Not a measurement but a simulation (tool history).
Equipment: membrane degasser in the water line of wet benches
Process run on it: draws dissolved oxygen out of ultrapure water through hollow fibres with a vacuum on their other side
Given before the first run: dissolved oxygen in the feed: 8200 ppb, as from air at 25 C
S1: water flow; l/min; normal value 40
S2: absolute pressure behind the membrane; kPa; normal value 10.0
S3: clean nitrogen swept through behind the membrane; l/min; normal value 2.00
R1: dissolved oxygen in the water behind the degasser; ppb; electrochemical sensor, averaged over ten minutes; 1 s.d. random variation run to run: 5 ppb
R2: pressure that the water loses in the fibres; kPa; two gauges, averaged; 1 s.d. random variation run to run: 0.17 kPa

run,hour,S1,S2,S3,R1,R2
1,0.0,40,10.0,2.00,548.0,26.86
2,217.1,40,10.0,2.00,553.6,26.85
3,329.6,40,10.0,2.00,540.0,26.81
4,509.9,40,10.0,2.00,550.1,26.91
5,679.1,40,10.0,2.00,545.8,26.98
6,853.3,40,13.6,2.00,684.3,27.02
7,958.8,40,10.0,2.00,555.9,27.16
8,1178.1,40,10.0,0.94,807.1,27.20
9,1290.0,40,10.0,0.94,794.5,27.13
10,1415.6,40,10.0,0.94,795.9,27.23
11,1631.2,40,10.0,0.94,805.2,27.05
12,1742.7,40,10.0,0.94,792.0,27.13
13,1932.8,40,10.0,0.94,802.1,27.38
14,2149.9,40,10.0,0.94,808.1,27.31
15,2290.3,40,10.0,2.00,560.6,27.59
16,2478.9,40,10.0,2.00,567.3,27.66
17,2614.6,40,10.0,0.88,844.3,27.42
18,2751.8,40,10.0,0.88,840.9,27.54
19,2917.3,40,10.0,0.88,833.4,27.40
20,3045.2,40,10.0,0.88,840.8,27.15
21,3209.0,29,7.5,1.87,278.0,19.72
22,3313.0,40,18.9,2.00,893.8,27.67
23,3523.4,32,18.9,2.29,635.1,22.15
24,3715.1,32,18.9,2.29,634.4,21.99
25,3805.8,40,10.0,1.00,790.9,27.69
26,3928.7,43,8.7,0.89,815.3,29.95
27,4122.1,43,8.7,0.89,800.9,30.15
28,4342.4,39,10.0,2.76,484.4,26.86
29,4438.1,29,14.6,4.15,320.1,19.97
30,4534.1,29,14.6,4.15,322.8,20.12
31,4748.6,29,14.6,4.15,320.6,20.15
32,4862.2,25,10.0,5.60,159.9,17.43

The same runs without the tool's hidden state, with the same run-to-run variation:
The tool's hidden condition here consists of: membrane still open, %; true pressure behind the membrane over the reading, kPa; air that leaks in behind the membrane, l/min; drift of the gauge itself on oxygen_ppb, %; drift of the gauge itself on loss_of_pressure_kpa, %.
run,R1,R2
1,505.1,25.54
2,508.7,25.50
3,495.5,25.44
4,503.5,25.49
5,498.2,25.54
6,636.6,25.54
7,505.3,25.65
8,754.8,25.65
9,742.1,25.56
10,742.3,25.64
11,749.3,25.41
12,736.1,25.47
13,744.1,25.67
14,747.8,25.57
15,499.8,25.81
16,504.5,25.83
17,779.6,25.57
18,775.4,25.68
19,767.3,25.50
20,773.0,25.24
21,238.4,18.29
22,828.8,25.69
23,586.9,20.54
24,585.2,20.35
25,716.8,25.61
26,730.4,27.69
27,715.7,27.84
28,411.0,24.74
29,276.4,18.36
30,278.3,18.51
31,275.5,18.51
32,128.3,15.99
